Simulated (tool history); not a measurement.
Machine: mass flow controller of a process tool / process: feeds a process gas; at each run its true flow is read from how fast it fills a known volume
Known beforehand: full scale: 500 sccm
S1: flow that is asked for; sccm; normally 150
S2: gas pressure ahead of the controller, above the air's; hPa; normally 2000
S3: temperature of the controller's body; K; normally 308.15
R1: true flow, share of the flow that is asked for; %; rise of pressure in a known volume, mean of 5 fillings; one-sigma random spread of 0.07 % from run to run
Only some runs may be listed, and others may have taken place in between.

run	hour	S1	S2	S3	R1
1	0	150	2000	308.15	98.87
2	93.6	150	2000	308.15	98.79
3	150.4	150	2000	308.15	98.84
4	244.7	150	2000	308.15	98.74
5	307.2	150	2000	308.15	98.66
6	399.1	73	2000	308.15	98.3
7	479.4	150	2000	306.15	98.6
8	543.9	150	2000	306.15	98.69
9	624	150	2000	306.15	98.52
10	687.6	150	2000	306.15	98.52
11	777.4	150	1880	306.15	98.65
12	833.4	150	1880	306.15	98.44
13	921.6	150	2000	308.15	98.69
14	986.5	150	2000	308.15	98.76
15	1078.8	101	2000	308.15	98.5
16	1120.6	101	2000	308.15	98.5
17	1214.2	101	2000	308.15	98.42
18	1278	150	1640	305.15	98.3
19	1369.2	386	2350	296.15	99.26
20	1423	386	1400	299.15	99.3
21	1511.3	121	1400	296.15	97.04
22	1606	121	1400	312.15	98.94
23	1668.4	121	1400	312.15	98.81
24	1744.3	135	2300	304.15	98.32
25	1803.2	135	2300	304.15	98.35
26	1895.3	359	1590	304.15	99.57
27	1961.8	476	2000	296.15	99.59
28	2065.3	476	2770	296.15	100.02
29	2131.5	476	2770	296.15	99.87

Predict each of these 4 candidate next runs independently; none follows another, all start after run 29:
A	2174.4	150	2000	300.15	?
B	2174.4	172	2000	298.15	?
C	2174.4	125	2440	303.15	?
D	2174.4	74	2490	307.15	?

run	R1
A	97.88
B	97.99
C	98.17
D	98.18
Stripped of hidden state, with their random variation kept, the same runs would have yielded:
run	R1
A	97.88
B	97.99
C	98.16
D	98.19
